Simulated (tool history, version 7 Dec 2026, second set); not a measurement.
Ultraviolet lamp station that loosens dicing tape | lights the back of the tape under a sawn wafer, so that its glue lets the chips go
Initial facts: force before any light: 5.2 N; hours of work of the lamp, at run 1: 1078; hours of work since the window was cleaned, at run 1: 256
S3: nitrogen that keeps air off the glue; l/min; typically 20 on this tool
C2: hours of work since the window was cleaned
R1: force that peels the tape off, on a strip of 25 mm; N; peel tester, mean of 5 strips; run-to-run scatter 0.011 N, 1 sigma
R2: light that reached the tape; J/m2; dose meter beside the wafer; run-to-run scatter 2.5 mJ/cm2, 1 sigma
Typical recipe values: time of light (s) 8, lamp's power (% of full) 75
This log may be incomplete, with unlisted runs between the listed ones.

Run 1, hour 0: usual settings; hours of work of the lamp 1078; C2 256. Result: R1 0.846 N, R2 2220 J/m2.
Run 2, hour 56.7: usual settings but S3 11 l/min; hours of work of the lamp 1120; C2 298. Result: R1 1.268 N, R2 2200 J/m2.
Run 3, hour 119.6: usual settings but S3 11 l/min; hours of work of the lamp 1166; C2 344. Result: R1 1.278 N, R2 2140 J/m2.
Run 4, hour 180.1: usual settings but S3 11 l/min; hours of work of the lamp 1211; C2 389. Result: R1 1.364 N, R2 2140 J/m2.
Run 5, hour 232: usual settings but S3 11 l/min; hours of work of the lamp 1249; C2 427. Result: R1 1.347 N, R2 2100 J/m2.
Run 6, hour 278.3: usual settings; hours of work of the lamp 1283; C2 461. Result: R1 1.016 N, R2 2070 J/m2.
Run 7, hour 327.5: usual settings; hours of work of the lamp 1320; C2 498. Result: R1 1.031 N, R2 1980 J/m2.
Run 8, hour 370.2: usual settings but lamp's power (% of full) 96; hours of work of the lamp 1351; C2 529. Result: R1 0.681 N, R2 2540 J/m2.
Run 9, hour 408: usual settings but time of light (s) 7; hours of work of the lamp 1379; C2 557. Result: R1 1.236 N, R2 1710 J/m2.
Run 10, hour 441.8: usual settings but lamp's power (% of full) 67; hours of work of the lamp 1404; C2 582. Result: R1 1.234 N, R2 1730 J/m2.
Run 11, hour 479.6: usual settings but lamp's power (% of full) 67; hours of work of the lamp 1432; C2 610. Result: R1 1.252 N, R2 1680 J/m2.
At hour 489: window cleaned of glue's vapour.
Run 12, hour 506.6: usual settings but lamp's power (% of full) 67; hours of work of the lamp 1451; C2 13. Result: R1 1.36 N, R2 1650 J/m2.
Run 13, hour 564.5: usual settings but lamp's power (% of full) 67; hours of work of the lamp 1494; C2 56. Result: R1 1.387 N, R2 1620 J/m2.
Run 14, hour 608.4: usual settings but lamp's power (% of full) 67; hours of work of the lamp 1527; C2 88. Result: R1 1.405 N, R2 1580 J/m2.
At hour 642.3: window cleaned of glue's vapour, once more.
Run 15, hour 650.4: usual settings but lamp's power (% of full) 84; hours of work of the lamp 1557; C2 6. Result: R1 0.852 N, R2 2230 J/m2.
Run 16, hour 707.9: usual settings but lamp's power (% of full) 84; hours of work of the lamp 1600; C2 48. Result: R1 0.879 N, R2 2180 J/m2.
Run 17, hour 759.8: usual settings but time of light (s) 10, S3 15 l/min; hours of work of the lamp 1638; C2 87. Result: R1 0.906 N, R2 2370 J/m2.
Run 18, hour 787: usual settings but time of light (s) 10, S3 15 l/min; hours of work of the lamp 1658; C2 107. Result: R1 0.97 N, R2 2350 J/m2.
Run 19, hour 819.6: usual settings but time of light (s) 6, S3 39 l/min; hours of work of the lamp 1682; C2 131. Result: R1 1.212 N, R2 1390 J/m2.
At hour 825.7: lamp changed.
Run 20, hour 850.8: usual settings but lamp's power (% of full) 60, S3 27 l/min; hours of work of the lamp 19; C2 153. Result: R1 0.629 N, R2 2350 J/m2.
Run 21, hour 900.9: usual settings but time of light (s) 11, lamp's power (% of full) 93, S3 16 l/min; hours of work of the lamp 55; C2 190. Result: R1 0.174 N, R2 4960 J/m2.
Run 22, hour 959.2: usual settings but time of light (s) 11, lamp's power (% of full) 93, S3 16 l/min; hours of work of the lamp 98; C2 233. Result: R1 0.172 N, R2 4810 J/m2.
Run 23, hour 1002.6: usual settings but time of light (s) 11, lamp's power (% of full) 93, S3 16 l/min; hours of work of the lamp 130; C2 265. Result: R1 0.182 N, R2 4820 J/m2.
Run 24, hour 1037: usual settings but time of light (s) 4, lamp's power (% of full) 66, S3 12 l/min; hours of work of the lamp 156; C2 290. Result: R1 2.295 N, R2 1260 J/m2.
Run 25, hour 1096.5: usual settings but time of light (s) 14, lamp's power (% of full) 88, S3 16 l/min; hours of work of the lamp 200; C2 334. Result: R1 0.122 N, R2 5700 J/m2.
Run 26, hour 1136: usual settings but time of light (s) 14, lamp's power (% of full) 88, S3 16 l/min; hours of work of the lamp 229; C2 363. Result: R1 0.125 N, R2 5650 J/m2.
Run 27, hour 1174.7: usual settings but time of light (s) 14, lamp's power (% of full) 89, S3 8 l/min; hours of work of the lamp 257; C2 392. Result: R1 0.252 N, R2 5610 J/m2.

3 options for the next run, each taken on its own from the tool as it stands now. Forecast them:
Run A, hour 1214.4: usual settings but time of light (s) 12, lamp's power (% of full) 90, S3 19 l/min; hours of work of the lamp 287; C2 421. Result: R1 ?, R2 ?.
Run B, hour 1214.4: usual settings but lamp's power (% of full) 89, S3 14 l/min; hours of work of the lamp 287; C2 421. Result: R1 ?, R2 ?.
Run C, hour 1214.4: usual settings but lamp's power (% of full) 85, S3 26 l/min; hours of work of the lamp 287; C2 421. Result: R1 ?, R2 ?.

run     R1    R2
  A  0.152  4800
  B  0.569  3170
  C  0.373  3030
Without the tool's unlogged condition, the same runs would have read:
run     R1    R2
  A  0.111  5410
  B  0.438  3570
  C  0.281  3420
